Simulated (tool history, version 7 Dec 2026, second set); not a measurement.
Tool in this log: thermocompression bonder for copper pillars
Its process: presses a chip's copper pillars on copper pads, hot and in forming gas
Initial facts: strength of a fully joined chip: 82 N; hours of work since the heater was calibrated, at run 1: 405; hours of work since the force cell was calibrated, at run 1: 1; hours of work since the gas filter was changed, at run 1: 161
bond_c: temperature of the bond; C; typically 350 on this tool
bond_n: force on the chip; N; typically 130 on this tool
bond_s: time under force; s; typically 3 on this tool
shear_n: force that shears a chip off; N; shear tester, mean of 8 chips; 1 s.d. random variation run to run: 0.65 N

run,hour,bond_c,bond_n,bond_s,hours of work since the heater was calibrated,hours of work since the force cell was calibrated,hours of work since the gas filter was changed,shear_n
1,0,350,130,3,405,1,161,40.1
2,6.3,350,130,3,409,5,165,41
3,17.3,350,130,2,416,13,173,35.2
4,29.3,350,130,2,425,21,181,33.9
5,39.9,350,130,2,432,28,188,35.6
6,48.1,331,130,2,438,34,194,27.5
7,59.2,331,130,2,445,42,202,27
8,64.9,350,130,3,449,45,206,41.5
9,70.6,350,130,3,453,49,209,40.2
10,82.6,350,130,3,461,58,218,41.9
11,94.4,350,130,3,469,66,226,41.7
12,103.9,350,130,3,476,72,232,41.4
13,112,362,130,2,481,78,238,40.6

Expected results for the next run?
14,118,362,130,2,486,82,242,?

Run 14 gave shear_n 41 N.
Were there no unlogged condition in the tool, this run, its random variation unchanged, would have produced shear_n 41.4 N.
